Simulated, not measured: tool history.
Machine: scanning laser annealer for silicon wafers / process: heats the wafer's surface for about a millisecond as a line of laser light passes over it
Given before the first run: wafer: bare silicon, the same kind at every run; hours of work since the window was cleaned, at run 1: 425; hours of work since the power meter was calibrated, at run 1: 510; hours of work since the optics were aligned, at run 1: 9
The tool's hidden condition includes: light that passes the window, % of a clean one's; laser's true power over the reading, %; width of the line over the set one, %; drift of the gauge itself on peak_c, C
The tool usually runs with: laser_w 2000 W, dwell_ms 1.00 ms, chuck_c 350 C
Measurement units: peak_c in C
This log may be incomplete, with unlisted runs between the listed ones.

| run | day | laser_w | dwell_ms | chuck_c | hours of work since the window was cleaned | hours of work since the power meter was calibrated | hours of work since the optics were aligned | peak_c |
|---|---|---|---|---|---|---|---|---|
| 1 | 0.000 | 2000 | 1.00 | 350 | 425 | 510 | 9 | 1110 |
| 2 | 0.967 | 2000 | 0.77 | 350 | 437 | 522 | 21 | 1022 |
| 3 | 1.912 | 2000 | 0.77 | 350 | 448 | 533 | 33 | 1023 |
| 4 | 2.842 | 2000 | 0.77 | 350 | 460 | 545 | 44 | 1021 |
| 5 | 3.375 | 2000 | 1.00 | 350 | 466 | 551 | 51 | 1105 |
|  | 3.504 | window over the wafer cleaned |
| 6 | 4.133 | 2000 | 1.00 | 350 | 8 | 559 | 59 | 1094 |
| 7 | 5.046 | 2000 | 1.00 | 378 | 19 | 571 | 71 | 1119 |
| 8 | 5.962 | 2000 | 1.10 | 358 | 30 | 582 | 82 | 1131 |
| 9 | 6.925 | 2000 | 0.73 | 320 | 42 | 594 | 94 | 962 |
| 10 | 7.775 | 1748 | 0.73 | 390 | 53 | 604 | 104 | 931 |
| 11 | 8.292 | 2000 | 1.14 | 338 | 59 | 611 | 110 | 1120 |
|  | 9.042 | window over the wafer cleaned, once more |
| 12 | 9.329 | 2000 | 1.14 | 338 | 4 | 622 | 122 | 1171 |
| 13 | 9.896 | 1933 | 1.13 | 350 | 11 | 629 | 129 | 1144 |

What would each run have given without the hidden state, its run-to-run variation left as it was?
| run | peak_c |
|---|---|
| 1 | 1148 |
| 2 | 1057 |
| 3 | 1059 |
| 4 | 1058 |
| 5 | 1147 |
| 6 | 1147 |
| 7 | 1173 |
| 8 | 1188 |
| 9 | 1011 |
| 10 | 973 |
| 11 | 1180 |
| 12 | 1183 |
| 13 | 1156 |
